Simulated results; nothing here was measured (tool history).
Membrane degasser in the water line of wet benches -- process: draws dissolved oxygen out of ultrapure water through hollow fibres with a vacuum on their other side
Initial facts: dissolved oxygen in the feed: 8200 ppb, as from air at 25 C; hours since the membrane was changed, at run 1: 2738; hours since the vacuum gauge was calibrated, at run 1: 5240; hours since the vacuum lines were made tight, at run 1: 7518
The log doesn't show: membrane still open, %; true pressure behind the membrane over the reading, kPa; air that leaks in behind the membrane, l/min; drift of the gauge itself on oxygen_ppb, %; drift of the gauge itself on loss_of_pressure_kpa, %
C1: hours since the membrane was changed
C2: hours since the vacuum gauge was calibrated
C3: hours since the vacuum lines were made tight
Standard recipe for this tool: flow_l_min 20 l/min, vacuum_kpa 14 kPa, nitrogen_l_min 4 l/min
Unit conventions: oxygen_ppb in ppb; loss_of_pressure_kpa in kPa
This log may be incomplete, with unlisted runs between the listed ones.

run 1 hour=0 | flow_l_min=20 vacuum_kpa=14 nitrogen_l_min=4 | C1=2738 C2=5240 C3=7518 | oxygen_ppb=160.7 loss_of_pressure_kpa=63.94
run 2 hour=62.7 | flow_l_min=20 vacuum_kpa=14 nitrogen_l_min=4 | C1=2801 C2=5303 C3=7580 | oxygen_ppb=162.3 loss_of_pressure_kpa=63.75
-- hour=78.7 vacuum gauge calibrated
run 3 hour=118.4 | flow_l_min=20 vacuum_kpa=14 nitrogen_l_min=9.49 | C1=2856 C2=40 C3=7636 | oxygen_ppb=86.3 loss_of_pressure_kpa=63.76
run 4 hour=194 | flow_l_min=20 vacuum_kpa=14 nitrogen_l_min=9.49 | C1=2932 C2=115 C3=7711 | oxygen_ppb=88 loss_of_pressure_kpa=63.58
run 5 hour=268.3 | flow_l_min=20 vacuum_kpa=14 nitrogen_l_min=4 | C1=3006 C2=190 C3=7785 | oxygen_ppb=160.9 loss_of_pressure_kpa=63.87
run 6 hour=308.5 | flow_l_min=20 vacuum_kpa=14 nitrogen_l_min=4 | C1=3046 C2=230 C3=7826 | oxygen_ppb=159.7 loss_of_pressure_kpa=63.51
run 7 hour=360.1 | flow_l_min=12 vacuum_kpa=14 nitrogen_l_min=4 | C1=3098 C2=281 C3=7877 | oxygen_ppb=82.1 loss_of_pressure_kpa=38.31
run 8 hour=434.6 | flow_l_min=17 vacuum_kpa=14 nitrogen_l_min=4 | C1=3172 C2=356 C3=7952 | oxygen_ppb=125.2 loss_of_pressure_kpa=53.74
run 9 hour=497.7 | flow_l_min=17 vacuum_kpa=14 nitrogen_l_min=4 | C1=3236 C2=419 C3=8015 | oxygen_ppb=125.8 loss_of_pressure_kpa=54.21
run 10 hour=557.4 | flow_l_min=20 vacuum_kpa=14 nitrogen_l_min=2.1 | C1=3295 C2=479 C3=8075 | oxygen_ppb=264.8 loss_of_pressure_kpa=63.81
run 11 hour=628.2 | flow_l_min=20 vacuum_kpa=14 nitrogen_l_min=6.68 | C1=3366 C2=549 C3=8145 | oxygen_ppb=109.3 loss_of_pressure_kpa=63.14
run 12 hour=695.3 | flow_l_min=20 vacuum_kpa=14 nitrogen_l_min=4 | C1=3433 C2=617 C3=8212 | oxygen_ppb=160.8 loss_of_pressure_kpa=63.57
run 13 hour=733.7 | flow_l_min=20 vacuum_kpa=14 nitrogen_l_min=4 | C1=3472 C2=655 C3=8251 | oxygen_ppb=160.8 loss_of_pressure_kpa=63.77
run 14 hour=788.8 | flow_l_min=20 vacuum_kpa=14 nitrogen_l_min=4 | C1=3527 C2=710 C3=8306 | oxygen_ppb=159.4 loss_of_pressure_kpa=63.67
run 15 hour=860.5 | flow_l_min=20 vacuum_kpa=14 nitrogen_l_min=4 | C1=3598 C2=782 C3=8378 | oxygen_ppb=159.8 loss_of_pressure_kpa=63.44
run 16 hour=902.1 | flow_l_min=20 vacuum_kpa=14 nitrogen_l_min=4 | C1=3640 C2=823 C3=8419 | oxygen_ppb=160.7 loss_of_pressure_kpa=64.01
run 17 hour=938.8 | flow_l_min=27 vacuum_kpa=26 nitrogen_l_min=4 | C1=3677 C2=860 C3=8456 | oxygen_ppb=431.2 loss_of_pressure_kpa=85.53
run 18 hour=1002.1 | flow_l_min=17 vacuum_kpa=16.1 nitrogen_l_min=4 | C1=3740 C2=923 C3=8519 | oxygen_ppb=146.8 loss_of_pressure_kpa=53.81
run 19 hour=1061.4 | flow_l_min=17 vacuum_kpa=16.1 nitrogen_l_min=6.33 | C1=3799 C2=983 C3=8579 | oxygen_ppb=100.7 loss_of_pressure_kpa=54.21
run 20 hour=1114.7 | flow_l_min=25 vacuum_kpa=16.1 nitrogen_l_min=1.75 | C1=3853 C2=1036 C3=8632 | oxygen_ppb=466.5 loss_of_pressure_kpa=79.43
run 21 hour=1159.9 | flow_l_min=20 vacuum_kpa=25.8 nitrogen_l_min=8.18 | C1=3898 C2=1081 C3=8677 | oxygen_ppb=164.9 loss_of_pressure_kpa=63.46
run 22 hour=1225.8 | flow_l_min=21 vacuum_kpa=12.5 nitrogen_l_min=6.96 | C1=3964 C2=1147 C3=8743 | oxygen_ppb=106.3 loss_of_pressure_kpa=66.1
run 23 hour=1301.2 | flow_l_min=25 vacuum_kpa=9.4 nitrogen_l_min=4.5 | C1=4039 C2=1222 C3=8818 | oxygen_ppb=150.2 loss_of_pressure_kpa=78.89
run 24 hour=1379 | flow_l_min=25 vacuum_kpa=9.4 nitrogen_l_min=4.5 | C1=4117 C2=1300 C3=8896 | oxygen_ppb=149.4 loss_of_pressure_kpa=79.21
run 25 hour=1412.8 | flow_l_min=15 vacuum_kpa=14 nitrogen_l_min=1.68 | C1=4151 C2=1334 C3=8930 | oxygen_ppb=231.2 loss_of_pressure_kpa=47.08
run 26 hour=1488.5 | flow_l_min=31 vacuum_kpa=32 nitrogen_l_min=9.65 | C1=4226 C2=1410 C3=9006 | oxygen_ppb=341.5 loss_of_pressure_kpa=98.64
run 27 hour=1534.5 | flow_l_min=14 vacuum_kpa=29.7 nitrogen_l_min=3.05 | C1=4272 C2=1456 C3=9052 | oxygen_ppb=291.8 loss_of_pressure_kpa=44.47
run 28 hour=1579.3 | flow_l_min=31 vacuum_kpa=14 nitrogen_l_min=7.19 | C1=4317 C2=1501 C3=9096 | oxygen_ppb=239.3 loss_of_pressure_kpa=98.76
run 29 hour=1611.9 | flow_l_min=12 vacuum_kpa=14 nitrogen_l_min=6.1 | C1=4350 C2=1533 C3=9129 | oxygen_ppb=55.5 loss_of_pressure_kpa=38.26
run 30 hour=1687.3 | flow_l_min=15 vacuum_kpa=25.7 nitrogen_l_min=5.93 | C1=4425 C2=1609 C3=9204 | oxygen_ppb=148.2 loss_of_pressure_kpa=47.81
run 31 hour=1721.1 | flow_l_min=15 vacuum_kpa=25.7 nitrogen_l_min=5.93 | C1=4459 C2=1642 C3=9238 | oxygen_ppb=148.6 loss_of_pressure_kpa=48
run 32 hour=1779.1 | flow_l_min=15 vacuum_kpa=25.7 nitrogen_l_min=2.85 | C1=4517 C2=1700 C3=9296 | oxygen_ppb=286.3 loss_of_pressure_kpa=47.49

Describe how what the log doesn't record of the tool's condition differs between the last listed run preceding each entry between runs and the first listed run following it.
After run 2, before run 3: vacuum gauge calibrated (hour 78.7)
  nothing in the hidden state changes from one run to the other

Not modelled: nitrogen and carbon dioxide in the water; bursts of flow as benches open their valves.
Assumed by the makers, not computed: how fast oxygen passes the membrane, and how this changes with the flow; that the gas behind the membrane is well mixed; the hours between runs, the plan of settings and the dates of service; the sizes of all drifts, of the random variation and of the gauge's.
